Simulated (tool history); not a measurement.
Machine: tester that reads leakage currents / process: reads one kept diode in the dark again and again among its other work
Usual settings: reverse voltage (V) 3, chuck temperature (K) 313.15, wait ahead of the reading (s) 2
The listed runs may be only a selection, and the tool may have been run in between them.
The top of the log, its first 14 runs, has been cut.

run,day,reverse voltage (V),chuck temperature (K),wait ahead of the reading (s),current that the tester gives (pA)
15,75.354,3,313.15,4.58,107.21
16,81.3,3,313.15,4.58,108.12
17,88,3,313.15,4.58,108.93
# day 92.488: probe card cleaned and baked
18,92.488,3,313.15,4.58,101.93
19,96.6,3,313.15,4.58,102.62
20,104.792,3,313.15,0.96,105.05
21,111.367,6.14,304.15,8.03,64.29
22,118.529,6.95,321.15,0.45,290.06
23,123.508,6.95,321.15,0.45,295.25
# day 127.396: chuck's temperature calibrated
24,131.512,6.95,321.15,0.45,274.88

Run 25 is up next; what results do you expect?
25,135.771,6.95,321.15,3.63,?

For run 25 the tool returned current that the tester gives (pA) 272.3.
With no hidden state in the tool, this same run would have given current that the tester gives (pA) 267.25.
